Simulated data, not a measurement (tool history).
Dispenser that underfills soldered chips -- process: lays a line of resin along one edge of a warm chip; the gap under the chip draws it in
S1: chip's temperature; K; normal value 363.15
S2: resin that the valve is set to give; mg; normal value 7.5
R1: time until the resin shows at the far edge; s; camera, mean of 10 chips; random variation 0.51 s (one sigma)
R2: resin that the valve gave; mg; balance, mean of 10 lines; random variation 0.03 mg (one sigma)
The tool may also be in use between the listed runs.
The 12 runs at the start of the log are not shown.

| run | hour | S1 | S2 | R1 | R2 |
|---|---|---|---|---|---|
| 13 | 65.7 | 363.15 | 7.5 | 56.3 | 7.4 |
| 14 | 69.9 | 363.15 | 7.5 | 67.6 | 7.39 |
| 15 | 73.8 | 363.15 | 6.89 | 82.6 | 6.85 |
|  | 74.9 | new syringe of resin |
| 16 | 80.1 | 351.15 | 6.89 | 80.1 | 6.76 |
| 17 | 84.3 | 363.15 | 7.5 | 64.3 | 7.38 |
| 18 | 90.7 | 369.15 | 7.5 | 69.7 | 7.36 |
|  | 91.5 | new syringe of resin |
| 19 | 96.4 | 369.15 | 7.5 | 41.8 | 7.36 |
| 20 | 102.4 | 363.15 | 7.71 | 65 | 7.55 |
|  | 108.6 | new syringe of resin |
| 21 | 109.5 | 363.15 | 7.71 | 42.2 | 7.48 |
| 22 | 116.2 | 374.15 | 8.12 | 39.1 | 7.9 |
| 23 | 122.6 | 376.15 | 8.25 | 48.6 | 7.96 |
|  | 125.2 | new syringe of resin |
| 24 | 128.3 | 375.15 | 7.77 | 31.9 | 7.49 |
| 25 | 134.4 | 374.15 | 7.07 | 44 | 6.85 |
| 26 | 138.5 | 349.15 | 8.4 | 117.1 | 8.09 |
|  | 142 | new syringe of resin |
| 27 | 143.6 | 349.15 | 8.4 | 67.7 | 8.06 |
| 28 | 147.4 | 352.15 | 7.97 | 73.7 | 7.64 |
|  | 149.9 | dispensing valve cleaned and set on the balance |
| 29 | 155.2 | 378.15 | 9.08 | 42 | 9.08 |
| 30 | 158 | 358.15 | 9.14 | 89.5 | 9.08 |
|  | 159.8 | new syringe of resin |
| 31 | 162.3 | 355.15 | 9.18 | 56.6 | 9.1 |
| 32 | 165.9 | 354.15 | 8.99 | 68.2 | 8.93 |
| 33 | 171.2 | 351.15 | 6.79 | 101.1 | 6.68 |
| 34 | 174 | 368.15 | 9.3 | 62.9 | 9.25 |
|  | 176.5 | new syringe of resin |
| 35 | 179.1 | 368.15 | 7.41 | 39.8 | 7.36 |
| 36 | 185.7 | 368.15 | 7.41 | 52.6 | 7.34 |

3 ways to go on from here, each from the tool as it stands after run 36. What would each give?
| A | 190.4 | 362.15 | 9.51 | ? | ? |
| B | 190.4 | 373.15 | 7.49 | ? | ? |
| C | 190.4 | 365.15 | 8.03 | ? | ? |

| run | R1 | R2 |
|---|---|---|
| A | 74 | 9.32 |
| B | 54.5 | 7.4 |
| C | 69.9 | 7.88 |
Had the tool no hidden state, the same runs would have come out as:
| run | R1 | R2 |
|---|---|---|
| A | 39.9 | 9.45 |
| B | 29.3 | 7.5 |
| C | 37.8 | 7.99 |
